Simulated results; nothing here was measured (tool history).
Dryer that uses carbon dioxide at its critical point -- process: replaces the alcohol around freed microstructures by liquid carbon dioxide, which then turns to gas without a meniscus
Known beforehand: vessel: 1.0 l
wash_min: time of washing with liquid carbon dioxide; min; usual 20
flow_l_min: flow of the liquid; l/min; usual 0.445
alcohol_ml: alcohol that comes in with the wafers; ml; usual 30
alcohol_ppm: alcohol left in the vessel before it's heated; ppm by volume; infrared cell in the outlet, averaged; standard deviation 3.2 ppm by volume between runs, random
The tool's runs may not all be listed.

run 1 day=0 | wash_min=20 flow_l_min=0.445 alcohol_ml=30 | alcohol_ppm=65
run 2 day=0.508 | wash_min=20 flow_l_min=0.445 alcohol_ml=30 | alcohol_ppm=65
run 3 day=0.867 | wash_min=20 flow_l_min=0.422 alcohol_ml=30 | alcohol_ppm=85
run 4 day=1.204 | wash_min=20 flow_l_min=0.445 alcohol_ml=30 | alcohol_ppm=69
run 5 day=1.579 | wash_min=20 flow_l_min=0.445 alcohol_ml=30 | alcohol_ppm=70
run 6 day=1.996 | wash_min=20 flow_l_min=0.445 alcohol_ml=30 | alcohol_ppm=69
run 7 day=2.496 | wash_min=20 flow_l_min=0.445 alcohol_ml=30 | alcohol_ppm=67
run 8 day=2.829 | wash_min=20 flow_l_min=0.445 alcohol_ml=30 | alcohol_ppm=77
run 9 day=3.15 | wash_min=20 flow_l_min=0.445 alcohol_ml=30 | alcohol_ppm=74
run 10 day=3.662 | wash_min=20 flow_l_min=0.445 alcohol_ml=30 | alcohol_ppm=69
run 11 day=4.042 | wash_min=20 flow_l_min=0.445 alcohol_ml=30 | alcohol_ppm=82

What will run 12 give?
run 12 day=4.496 | wash_min=17 flow_l_min=0.745 alcohol_ml=25 | alcohol_ppm=?

{"run 12": {"alcohol_ppm": 38}}
Take away the tool's hidden state, keep the run-to-run variation as it was, and the same run would have given alcohol_ppm 10 ppm by volume.
